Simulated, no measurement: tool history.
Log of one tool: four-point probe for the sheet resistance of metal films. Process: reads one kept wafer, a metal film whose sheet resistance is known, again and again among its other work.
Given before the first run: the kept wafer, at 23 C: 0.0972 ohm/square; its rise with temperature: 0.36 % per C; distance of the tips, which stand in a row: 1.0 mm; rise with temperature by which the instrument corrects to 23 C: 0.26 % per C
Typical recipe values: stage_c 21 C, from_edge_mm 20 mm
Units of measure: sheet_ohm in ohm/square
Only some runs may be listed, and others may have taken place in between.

Run 1, hour 0.0: usual settings. Result: sheet_ohm 0.097038 ohm/square.
Run 2, hour 30.4: usual settings. Result: sheet_ohm 0.097076 ohm/square.
Run 3, hour 92.5: usual settings but stage_c 22 C. Result: sheet_ohm 0.097208 ohm/square.
Run 4, hour 149.5: usual settings. Result: sheet_ohm 0.097035 ohm/square.
Run 5, hour 178.1: usual settings. Result: sheet_ohm 0.097106 ohm/square.
Run 6, hour 244.4: usual settings but stage_c 27 C. Result: sheet_ohm 0.097678 ohm/square.
Run 7, hour 283.6: usual settings but stage_c 27 C. Result: sheet_ohm 0.097685 ohm/square.
Run 8, hour 348.0: usual settings. Result: sheet_ohm 0.097121 ohm/square.
Run 9, hour 380.1: usual settings. Result: sheet_ohm 0.097085 ohm/square.
Run 10, hour 428.0: usual settings but from_edge_mm 32 mm. Result: sheet_ohm 0.097032 ohm/square.
Run 11, hour 481.9: usual settings but from_edge_mm 32 mm. Result: sheet_ohm 0.097068 ohm/square.
Run 12, hour 523.5: usual settings but stage_c 34 C. Result: sheet_ohm 0.098346 ohm/square.
Run 13, hour 578.5: usual settings but stage_c 26 C, from_edge_mm 54 mm. Result: sheet_ohm 0.097517 ohm/square.
Run 14, hour 613.4: usual settings but stage_c 30 C, from_edge_mm 11 mm. Result: sheet_ohm 0.098281 ohm/square.
Run 15, hour 647.8: usual settings but stage_c 34 C, from_edge_mm 21 mm. Result: sheet_ohm 0.098347 ohm/square.
Run 16, hour 704.1: usual settings but stage_c 25 C. Result: sheet_ohm 0.097515 ohm/square.

Estimate the outcome of run 17 from the log above:
Run 17, hour 745.3: usual settings but stage_c 25 C. Result: sheet_ohm ?.

Run 17 came out at sheet_ohm 0.097522 ohm/square.
With no hidden state in the tool, this same run would have given sheet_ohm 0.097504 ohm/square.
